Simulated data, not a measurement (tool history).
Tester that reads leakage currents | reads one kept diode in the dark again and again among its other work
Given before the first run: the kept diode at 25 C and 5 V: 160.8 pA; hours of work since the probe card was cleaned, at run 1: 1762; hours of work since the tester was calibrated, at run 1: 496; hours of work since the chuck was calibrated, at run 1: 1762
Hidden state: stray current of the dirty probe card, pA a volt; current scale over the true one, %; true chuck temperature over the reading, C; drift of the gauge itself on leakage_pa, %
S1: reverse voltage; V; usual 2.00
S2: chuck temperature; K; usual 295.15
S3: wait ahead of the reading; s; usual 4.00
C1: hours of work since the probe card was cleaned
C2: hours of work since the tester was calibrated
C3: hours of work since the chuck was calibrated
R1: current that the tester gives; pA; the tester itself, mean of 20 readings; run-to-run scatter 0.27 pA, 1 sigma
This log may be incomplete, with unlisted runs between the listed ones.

run,hour,S1,S2,S3,C1,C2,C3,R1
1,0.0,2.00,295.15,4.00,1762,496,1762,110.36
2,22.7,2.00,295.15,4.00,1780,513,1780,110.86
3,55.8,2.00,295.15,4.00,1805,539,1805,109.92
4,91.0,2.00,295.15,4.00,1833,566,1833,110.88
5,107.5,2.00,295.15,4.00,1845,579,1845,110.94
6,145.1,2.00,295.15,4.00,1875,608,1875,111.60
7,170.9,2.00,310.15,4.00,1895,628,1895,404.94
8,195.5,2.00,310.15,4.00,1914,647,1914,405.71
9,212.6,1.89,295.15,4.00,1927,660,1927,109.21
10,247.4,1.89,295.15,4.00,1954,688,1954,109.56
11,271.5,1.89,294.15,4.00,1973,706,1973,100.31
12,293.1,1.89,294.15,4.00,1989,723,1989,100.90
# hour 320.0: chuck's temperature calibrated
13,332.8,1.89,294.15,4.00,2019,752,10,85.38
# hour 355.9: probe card cleaned and baked
14,358.8,1.89,294.15,4.00,2,770,28,87.56
15,395.6,2.00,295.15,4.00,31,799,56,97.50
16,412.7,2.00,295.15,4.00,44,812,70,97.54
17,429.9,1.20,295.15,4.00,57,825,83,80.76
18,458.4,1.20,295.15,4.00,80,847,105,81.69
19,493.7,1.20,295.15,4.00,107,875,132,81.11
20,515.7,2.00,312.15,4.00,124,892,150,416.75
21,537.2,11.31,312.15,1.40,141,909,166,773.61
# hour 576.4: probe card cleaned and baked, once more
22,577.7,11.31,322.15,1.40,1,938,195,1641.84
23,595.4,11.31,322.15,1.40,15,951,209,1630.00
24,622.9,1.59,295.15,3.79,36,973,230,84.28
25,653.0,8.72,312.15,3.70,59,996,254,672.60
26,676.8,8.72,312.15,3.70,78,1015,272,673.61
27,693.0,18.92,301.15,1.76,90,1027,285,337.22
28,723.7,18.92,301.15,1.76,114,1051,309,338.73
29,749.7,2.14,309.15,1.11,135,1071,329,328.91
30,773.8,15.80,317.15,1.60,153,1090,347,1247.90
31,791.7,15.80,317.15,1.60,167,1104,361,1250.96
32,829.0,17.33,318.15,4.00,196,1133,390,1401.17
33,863.2,10.38,299.15,4.00,223,1159,417,232.83
34,885.4,10.38,299.15,4.00,240,1176,434,233.92
35,917.4,1.70,295.15,1.15,265,1201,459,88.39
36,940.5,4.65,315.15,3.83,283,1219,477,707.24
37,976.5,3.15,310.15,6.94,311,1247,505,413.42
38,998.9,5.34,318.15,0.52,328,1264,522,956.25
39,1016.7,11.82,318.15,1.00,342,1278,536,1243.09

Hidden state at the last listed run before each entry between runs and at the first one after, where it differs:
In the gap between runs 12 and 13: chuck's temperature calibrated (hour 320.0)
  stray current of the dirty probe card, pA a volt: 2.774 -> 2.814; current scale over the true one, %: -0.43 -> -0.44; true chuck temperature over the reading, C: 1.91 -> 0.02
  measured result minus the result with no hidden state, R1: +20.53 -> +5.07 pA
In the gap between runs 13 and 14: probe card cleaned and baked (hour 355.9)
  stray current of the dirty probe card, pA a volt: 2.814 -> 3.791; current scale over the true one, %: -0.44 -> -0.45; true chuck temperature over the reading, C: 0.02 -> 0.04
  measured result minus the result with no hidden state, R1: +5.07 -> +7.01 pA
In the gap between runs 21 and 22: probe card cleaned and baked, once more (hour 576.4)
  stray current of the dirty probe card, pA a volt: 3.976 -> 0.023; current scale over the true one, %: -0.51 -> -0.53; true chuck temperature over the reading, C: 0.15 -> 0.17
  measured result minus the result with no hidden state, R1: +49.82 -> +13.51 pA
